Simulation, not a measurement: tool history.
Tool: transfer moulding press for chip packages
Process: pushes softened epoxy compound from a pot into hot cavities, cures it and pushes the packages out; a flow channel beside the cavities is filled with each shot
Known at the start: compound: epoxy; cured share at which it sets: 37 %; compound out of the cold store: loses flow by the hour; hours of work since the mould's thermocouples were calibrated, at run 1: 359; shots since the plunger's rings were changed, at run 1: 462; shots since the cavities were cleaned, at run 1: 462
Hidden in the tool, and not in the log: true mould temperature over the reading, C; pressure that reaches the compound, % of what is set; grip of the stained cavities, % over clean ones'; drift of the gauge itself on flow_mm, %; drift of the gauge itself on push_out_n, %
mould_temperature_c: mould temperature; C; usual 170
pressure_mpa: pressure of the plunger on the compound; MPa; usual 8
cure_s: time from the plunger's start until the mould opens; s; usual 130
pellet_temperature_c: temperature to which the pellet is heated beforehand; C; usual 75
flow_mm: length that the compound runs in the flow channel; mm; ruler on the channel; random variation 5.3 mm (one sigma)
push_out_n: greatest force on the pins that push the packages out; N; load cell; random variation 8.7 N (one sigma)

run   hour  mould_temperature_c  pressure_mpa  cure_s  pellet_temperature_c  hours of work since the mould's thermocouples were calibrated  shots since the plunger's rings were changed  shots since the cavities were cleaned  incoming compound's hours out of the cold store  flow_mm  push_out_n
  1      0                  170             8     130                    75                                                            359                                           462                                    462                                               39      519         592
  2   15.5                  170             8     130                    70                                                            368                                           590                                    590                                             18.5      530         627
      30.3  -- cavities cleaned with cleaning compound and waxed
  3   32.8                  170             8     130                    70                                                            377                                           721                                     20                                             21.6      522         653
  4   50.6                  170             8     130                    75                                                            388                                           869                                    168                                             25.8      512         675
  5   71.3                  170             8     130                    71                                                            400                                          1041                                    340                                             26.2      523         674
  6   84.2                  170             8     130                    71                                                            408                                          1148                                    447                                               45      490         661
        98  -- cavities cleaned with cleaning compound and waxed, once more
  7  100.4                  170             8     130                    71                                                            417                                          1270                                     20                                             19.2      526         383
  8  110.3                  170             8     130                    77                                                            423                                          1352                                    102                                             28.9      501         462
  9  131.2                  170             8     130                    77                                                            435                                          1526                                    276                                             23.1      510         519
 10  150.2                  170             8     130                    77                                                            446                                          1683                                    433                                              9.1      542         596
 11  163.3                  170             8     130                    77                                                            454                                          1791                                    541                                               47      481         605
 12  179.1                  175             8     130                    75                                                            464                                          1923                                    673                                             30.3      501         547
     183.4  -- cavities cleaned with cleaning compound and waxed
 13  193.9                  170             8     130                    75                                                            472                                          2033                                     87                                               26      503         428
 14  208.2                  163             8     130                    75                                                            480                                          2152                                    206                                             19.8      534         721
 15  226.9                  170          6.67     123                    75                                                            491                                          2307                                    361                                             45.5      444         579
 16  237.8                  170          6.67     123                    75                                                            498                                          2397                                    451                                               43      448         622
 17  248.9                  170          6.67     123                    75                                                            504                                          2489                                    543                                             28.5      463         647
 18  260.2                  170          7.69     130                    73                                                            511                                          2583                                    637                                             37.9      479         593
     268.6  -- cavities cleaned with cleaning compound and waxed
 19  281.5                  170             8     169                    65                                                            523                                          2748                                    108                                               17      516         413
     286.8  -- mould's thermocouples calibrated
 20  299.4                  170          8.16     169                    75                                                              8                                          2879                                    239                                             46.7      491         464
 21  315.9                  170          7.47     158                    71                                                             17                                          3016                                    376                                             16.4      498         509
 22  330.5                  170          7.23     123                    75                                                             26                                          3138                                    498                                              8.3      497         667
 23  349.9                  169          7.98     169                    77                                                             38                                          3298                                    658                                             29.8      500         548
     356.9  -- cavities cleaned with cleaning compound and waxed
 24  363.3                  169          7.98     164                    77                                                             45                                          3397                                     53                                             36.8      493         381
 25  379.4                  169          7.98     164                    77                                                             54                                          3531                                    187                                             41.2      490         451
 26  399.2                  169          7.98     164                    77                                                             66                                          3695                                    351                                             43.1      484         501
 27  413.8                  169          7.98     164                    77                                                             75                                          3816                                    472                                             23.1      496         543
 28  428.6                  169          6.52     126                    77                                                             84                                          3939                                    595                                             13.9      461         647

Forecast each of these 5 alternatives for the next run:
  A   438                  167             8     130                    66                                                             89                                          4017                                    673                                             27.2        ?           ?
  B   438                  168             8     160                    75                                                             89                                          4017                                    673                                             29.6        ?           ?
  C   438                  168             8     152                    85                                                             89                                          4017                                    673                                             19.9        ?           ?
  D   438                  169          6.52     166                    80                                                             89                                          4017                                    673                                             19.2        ?           ?
  E   438                  169          7.48     164                    77                                                             89                                          4017                                    673                                             28.7        ?           ?

run  flow_mm  push_out_n
  A      489         701
  B      499         551
  C      506         572
  D      457         530
  E      477         563
Without the tool's hidden state the same runs would have given:
run  flow_mm  push_out_n
  A      523         427
  B      533         335
  C      541         347
  D      490         321
  E      510         344
